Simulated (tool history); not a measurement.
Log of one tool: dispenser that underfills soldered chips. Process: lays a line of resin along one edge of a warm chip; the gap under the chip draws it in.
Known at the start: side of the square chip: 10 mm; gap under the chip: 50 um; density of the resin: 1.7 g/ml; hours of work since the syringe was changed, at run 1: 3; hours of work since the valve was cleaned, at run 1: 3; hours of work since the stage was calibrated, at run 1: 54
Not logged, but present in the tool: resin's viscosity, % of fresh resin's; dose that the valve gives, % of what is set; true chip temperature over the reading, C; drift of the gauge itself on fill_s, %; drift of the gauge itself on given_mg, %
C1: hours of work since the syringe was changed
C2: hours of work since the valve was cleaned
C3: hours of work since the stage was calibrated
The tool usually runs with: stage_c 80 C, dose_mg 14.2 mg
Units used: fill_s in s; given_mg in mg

{"run": 1, "hour": 0.0, "stage_c": 80, "dose_mg": 14.2, "C1": 3, "C2": 3, "C3": 54, "fill_s": 194.1, "given_mg": 14.18}
{"run": 2, "hour": 3.6, "stage_c": 80, "dose_mg": 15.8, "C1": 5, "C2": 5, "C3": 57, "fill_s": 232, "given_mg": 15.8}
{"hour": 8.0, "done": "new syringe of resin"}
{"run": 3, "hour": 8.7, "stage_c": 77, "dose_mg": 14.2, "C1": 0, "C2": 8, "C3": 60, "fill_s": 181.6, "given_mg": 14.11}
{"run": 4, "hour": 13.9, "stage_c": 77, "dose_mg": 14.2, "C1": 4, "C2": 11, "C3": 63, "fill_s": 236.7, "given_mg": 14.11}
{"run": 5, "hour": 18.5, "stage_c": 77, "dose_mg": 14.2, "C1": 7, "C2": 14, "C3": 66, "fill_s": 303.2, "given_mg": 14.06}
{"hour": 20.5, "done": "new syringe of resin"}
{"run": 6, "hour": 24.3, "stage_c": 77, "dose_mg": 14.2, "C1": 2, "C2": 18, "C3": 70, "fill_s": 211.4, "given_mg": 13.99}
{"run": 7, "hour": 30.1, "stage_c": 77, "dose_mg": 14.2, "C1": 6, "C2": 22, "C3": 73, "fill_s": 289.2, "given_mg": 14.01}
{"hour": 32.5, "done": "new syringe of resin"}
{"run": 8, "hour": 35.1, "stage_c": 80, "dose_mg": 14.2, "C1": 2, "C2": 25, "C3": 76, "fill_s": 177.8, "given_mg": 13.85}
{"run": 9, "hour": 40.6, "stage_c": 80, "dose_mg": 14.2, "C1": 5, "C2": 28, "C3": 80, "fill_s": 234, "given_mg": 13.82}
{"hour": 45.1, "done": "new syringe of resin"}
{"run": 10, "hour": 46.7, "stage_c": 67, "dose_mg": 14.2, "C1": 1, "C2": 32, "C3": 84, "fill_s": 281.5, "given_mg": 13.79}
{"run": 11, "hour": 51.2, "stage_c": 79, "dose_mg": 14.2, "C1": 4, "C2": 35, "C3": 86, "fill_s": 224.8, "given_mg": 13.93}
{"run": 12, "hour": 54.6, "stage_c": 79, "dose_mg": 14.2, "C1": 6, "C2": 37, "C3": 89, "fill_s": 265.1, "given_mg": 13.84}
{"hour": 57.4, "done": "new syringe of resin"}
{"run": 13, "hour": 61.4, "stage_c": 80, "dose_mg": 14.2, "C1": 3, "C2": 41, "C3": 93, "fill_s": 193.2, "given_mg": 13.74}
{"run": 14, "hour": 65.7, "stage_c": 80, "dose_mg": 14.2, "C1": 5, "C2": 44, "C3": 96, "fill_s": 240.8, "given_mg": 13.86}
{"run": 15, "hour": 68.7, "stage_c": 80, "dose_mg": 14.2, "C1": 7, "C2": 46, "C3": 98, "fill_s": 281.9, "given_mg": 13.61}
{"hour": 69.9, "done": "new syringe of resin"}
{"run": 16, "hour": 75.1, "stage_c": 80, "dose_mg": 14.2, "C1": 3, "C2": 50, "C3": 101, "fill_s": 202.5, "given_mg": 13.73}
{"run": 17, "hour": 80.3, "stage_c": 80, "dose_mg": 14.2, "C1": 7, "C2": 53, "C3": 105, "fill_s": 271.6, "given_mg": 13.66}
{"hour": 82.1, "done": "new syringe of resin"}
{"run": 18, "hour": 84.4, "stage_c": 80, "dose_mg": 14.2, "C1": 1, "C2": 56, "C3": 107, "fill_s": 175, "given_mg": 13.65}
{"run": 19, "hour": 89.2, "stage_c": 78, "dose_mg": 13.5, "C1": 5, "C2": 59, "C3": 110, "fill_s": 247.5, "given_mg": 12.9}
{"hour": 94.6, "done": "new syringe of resin"}
{"run": 20, "hour": 96.4, "stage_c": 76, "dose_mg": 14.2, "C1": 1, "C2": 63, "C3": 115, "fill_s": 207.4, "given_mg": 13.5}
{"run": 21, "hour": 100.5, "stage_c": 80, "dose_mg": 16.8, "C1": 4, "C2": 66, "C3": 117, "fill_s": 218.3, "given_mg": 16.01}
{"run": 22, "hour": 104.5, "stage_c": 88, "dose_mg": 15.3, "C1": 6, "C2": 68, "C3": 120, "fill_s": 197.2, "given_mg": 14.54}
{"hour": 106.9, "done": "new syringe of resin"}
{"run": 23, "hour": 111.0, "stage_c": 88, "dose_mg": 15.3, "C1": 3, "C2": 72, "C3": 124, "fill_s": 143.4, "given_mg": 14.45}
{"run": 24, "hour": 114.9, "stage_c": 88, "dose_mg": 15.3, "C1": 5, "C2": 75, "C3": 127, "fill_s": 171.3, "given_mg": 14.42}

Forecast run 25:
{"hour": 119.0, "done": "new syringe of resin"}
{"run": 25, "hour": 119.1, "stage_c": 79, "dose_mg": 16.5, "C1": 0, "C2": 77, "C3": 129, "fill_s": "?", "given_mg": "?"}

fill_s: 161.5 s
given_mg: 15.66 mg
The same run, on a tool lacking any hidden state, would have yielded fill_s 157.4 s, given_mg 16.59 mg.
